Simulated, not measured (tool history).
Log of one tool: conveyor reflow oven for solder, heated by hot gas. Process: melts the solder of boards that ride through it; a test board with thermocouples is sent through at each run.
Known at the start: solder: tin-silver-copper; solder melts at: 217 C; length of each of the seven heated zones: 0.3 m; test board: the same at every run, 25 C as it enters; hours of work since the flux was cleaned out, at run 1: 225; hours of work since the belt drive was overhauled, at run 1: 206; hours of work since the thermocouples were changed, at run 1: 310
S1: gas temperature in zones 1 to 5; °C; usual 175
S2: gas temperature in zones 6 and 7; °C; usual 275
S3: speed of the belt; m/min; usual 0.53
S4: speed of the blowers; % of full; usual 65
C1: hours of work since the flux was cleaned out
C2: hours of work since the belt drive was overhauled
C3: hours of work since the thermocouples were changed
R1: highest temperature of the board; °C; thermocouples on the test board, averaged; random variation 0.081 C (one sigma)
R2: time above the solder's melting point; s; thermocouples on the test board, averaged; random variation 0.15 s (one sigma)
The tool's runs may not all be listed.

run,hour,S1,S2,S3,S4,C1,C2,C3,R1,R2
1,0,175,275,0.53,65,225,206,310,256.01,53.1
2,10.9,175,275,0.53,65,232,214,318,256.08,53.2
3,30.2,175,275,0.53,65,246,227,331,255.95,53.2
4,41.4,175,275,0.53,65,253,235,339,255.91,53.3
5,50.1,175,275,0.53,65,259,241,345,255.95,53.4
6,58.9,175,275,0.53,65,265,247,351,255.94,53.1
7,68.8,175,275,0.53,65,272,254,358,255.83,53.1
8,88.1,175,275,0.53,65,286,267,371,255.86,53.1
9,99.4,175,278,0.53,65,294,275,379,258.49,54.2
# hour 105.8: flux residue cleaned out of gas plates and filters
10,116.1,175,277,0.53,65,7,283,387,256.91,53.6
11,134.4,175,289,0.53,65,20,296,400,267.16,59.4
12,153.8,175,289,0.53,65,33,309,413,267.16,59.1
13,168.4,175,275,0.564,65,43,319,424,252.8,47.2
14,188.5,175,275,0.564,65,57,333,438,252.69,47.4
15,204.8,175,275,0.564,65,69,345,449,252.58,47.4
# hour 225: flux residue cleaned out of gas plates and filters, once more
16,226.5,175,275,0.564,65,1,356,460,254.95,49.2
17,235.7,180,274,0.546,60,7,363,467,255.12,52.7
18,248.1,175,268,0.467,80,16,371,475,257.33,63.2
19,259.9,175,268,0.467,80,24,380,484,257.24,63
20,275.5,175,275,0.478,65,35,390,494,260.74,63
21,290.5,183,268,0.529,87,45,401,505,256.09,57.2
22,299.2,182,275,0.53,55,51,407,511,256.11,55.5
23,319.3,182,273,0.556,55,65,421,525,252.81,50.8
24,332.7,167,265,0.539,63,75,430,534,245.99,43.1
25,350.6,165,273,0.53,65,87,442,547,253.35,48.9
26,363.2,175,278,0.53,54,96,451,555,257,53.5
27,375.6,164,285,0.521,65,104,460,564,264.33,55.9
28,393,183,275,0.53,65,117,472,576,258.6,57.7
29,408.7,183,275,0.53,65,127,483,587,258.48,57.8
30,429.3,183,275,0.53,65,142,497,601,258.4,57.6
31,445.7,183,275,0.53,65,153,508,613,258.37,57.4
32,456,183,275,0.431,50,160,516,620,261.85,73.7

3 ways to go on from here, each from the tool as it stands after run 32. What would each give?
A,475,169,275,0.53,65,173,529,633,?,?
B,475,161,275,0.503,65,173,529,633,?,?
C,475,167,275,0.578,50,173,529,633,?,?

run,R1,R2
A,255.69,51.6
B,256.02,52.4
C,247.28,39.9
Without the tool's hidden state the same runs would have given:
run,R1,R2
A,255,50.5
B,255.31,51.2
C,246.55,38.8
